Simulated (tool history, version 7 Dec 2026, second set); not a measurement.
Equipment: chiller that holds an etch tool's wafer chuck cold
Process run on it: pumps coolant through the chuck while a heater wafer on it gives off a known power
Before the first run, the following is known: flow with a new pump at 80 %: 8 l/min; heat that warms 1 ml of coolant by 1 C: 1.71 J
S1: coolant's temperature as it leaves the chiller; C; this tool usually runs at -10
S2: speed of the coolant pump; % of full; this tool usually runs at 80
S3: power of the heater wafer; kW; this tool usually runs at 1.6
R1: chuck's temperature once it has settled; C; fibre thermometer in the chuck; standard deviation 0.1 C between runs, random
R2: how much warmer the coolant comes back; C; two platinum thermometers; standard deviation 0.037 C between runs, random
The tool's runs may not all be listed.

run   hour   S1  S2     S3    R1    R2
  1      0  -10  80    1.6   4.9   7.2
  2   86.4  -10  80    1.6   4.7  7.17
  3    162  -10  80    1.6   4.9  7.29
  4  241.6   -8  80    1.6   6.8  7.23
  5  308.7  -10  63    1.6   7.4   9.1
  6  365.1  -10  63    1.6   7.5  9.03
  7  419.3  -10  84    1.6   4.6  6.98
  8  474.5  -10  84    1.6   4.7   6.9
  9  527.7  -10  84    1.6   4.6  6.91
 10  600.9  -16  84  1.716  -0.4   7.4
 11  651.4  -20  84  2.242   0.3  9.68
 12  695.6  -20  84  2.242   0.5  9.64

Measured minus without-hidden-state, run by run (identical run-to-run variation in each term; gauge scatter may differ):
The hidden state here: heat passed by the chuck's channels, % of clean ones'; flow at a given pump speed, % of a new pump's; coolant's true temperature over the reading, C; drift of the gauge itself on chuck_c, C; drift of the gauge itself on warmer_back_c, C.
run    R1     R2
  1  +0.6   +0.2
  2  +0.6   +0.2
  3  +0.7  +0.21
  4  +0.7  +0.22
  5  +0.7  +0.28
  6  +0.8  +0.28
  7  +0.7  +0.22
  8  +0.7  +0.21
  9  +0.7  +0.22
 10  +0.7  +0.24
 11  +0.9  +0.32
 12    +1  +0.32

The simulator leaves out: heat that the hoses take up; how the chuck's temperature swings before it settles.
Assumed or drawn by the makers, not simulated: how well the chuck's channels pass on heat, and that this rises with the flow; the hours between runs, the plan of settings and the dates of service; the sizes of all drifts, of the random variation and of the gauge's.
